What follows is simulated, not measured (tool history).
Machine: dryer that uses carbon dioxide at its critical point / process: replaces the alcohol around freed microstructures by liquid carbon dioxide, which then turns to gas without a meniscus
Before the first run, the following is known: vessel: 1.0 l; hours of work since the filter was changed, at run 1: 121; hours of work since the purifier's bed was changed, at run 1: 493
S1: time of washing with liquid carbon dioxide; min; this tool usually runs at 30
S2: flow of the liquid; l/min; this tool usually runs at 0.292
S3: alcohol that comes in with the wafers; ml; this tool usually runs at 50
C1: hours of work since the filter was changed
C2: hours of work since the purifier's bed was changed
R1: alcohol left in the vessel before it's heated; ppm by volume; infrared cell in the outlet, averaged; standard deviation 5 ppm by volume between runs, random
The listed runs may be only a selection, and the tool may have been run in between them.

| run | hour | S1 | S2 | S3 | C1 | C2 | R1 |
|---|---|---|---|---|---|---|---|
| 1 | 0.0 | 30 | 0.292 | 50 | 121 | 493 | 255 |
| 2 | 44.2 | 30 | 0.292 | 50 | 147 | 519 | 247 |
| 3 | 92.8 | 30 | 0.292 | 50 | 176 | 547 | 263 |
|  | 114.7 | inlet filter changed |
| 4 | 132.9 | 30 | 0.333 | 50 | 11 | 570 | 246 |
| 5 | 173.7 | 30 | 0.333 | 50 | 35 | 594 | 256 |
|  | 187.2 | purifier's bed changed |
| 6 | 219.8 | 30 | 0.333 | 50 | 60 | 19 | 17 |
| 7 | 240.9 | 30 | 0.333 | 50 | 72 | 31 | 34 |
| 8 | 268.5 | 30 | 0.333 | 50 | 88 | 48 | 29 |
| 9 | 310.7 | 30 | 0.333 | 50 | 113 | 72 | 48 |
| 10 | 333.2 | 30 | 0.333 | 50 | 126 | 86 | 54 |
| 11 | 361.4 | 30 | 0.292 | 50 | 143 | 102 | 95 |
| 12 | 384.3 | 30 | 0.292 | 34 | 156 | 116 | 84 |
| 13 | 415.2 | 30 | 0.292 | 50 | 174 | 134 | 120 |
|  | 439.2 | inlet filter changed |
| 14 | 465.4 | 30 | 0.260 | 50 | 15 | 163 | 121 |
| 15 | 506.5 | 30 | 0.227 | 44 | 39 | 187 | 207 |
| 16 | 547.6 | 30 | 0.256 | 98 | 64 | 211 | 229 |
| 17 | 588.2 | 30 | 0.181 | 57 | 87 | 235 | 782 |
| 18 | 619.7 | 43 | 0.181 | 23 | 106 | 253 | 150 |
| 19 | 643.6 | 43 | 0.181 | 23 | 120 | 267 | 161 |
| 20 | 681.1 | 43 | 0.181 | 23 | 142 | 289 | 175 |
| 21 | 726.9 | 43 | 0.294 | 23 | 169 | 316 | 138 |
|  | 759.8 | inlet filter changed |
| 22 | 775.3 | 45 | 0.475 | 47 | 9 | 344 | 155 |
| 23 | 814.1 | 23 | 0.198 | 100 | 32 | 366 | 2151 |
| 24 | 847.7 | 45 | 0.237 | 100 | 52 | 386 | 172 |
| 25 | 882.0 | 45 | 0.237 | 100 | 72 | 406 | 181 |

Expected results for the next run?
| 26 | 915.0 | 45 | 0.237 | 100 | 91 | 426 | ? |

{"run 26": {"R1": 183}}
With the hidden condition absent and the run-to-run variation left alone, this run would have shown R1 8 ppm by volume.
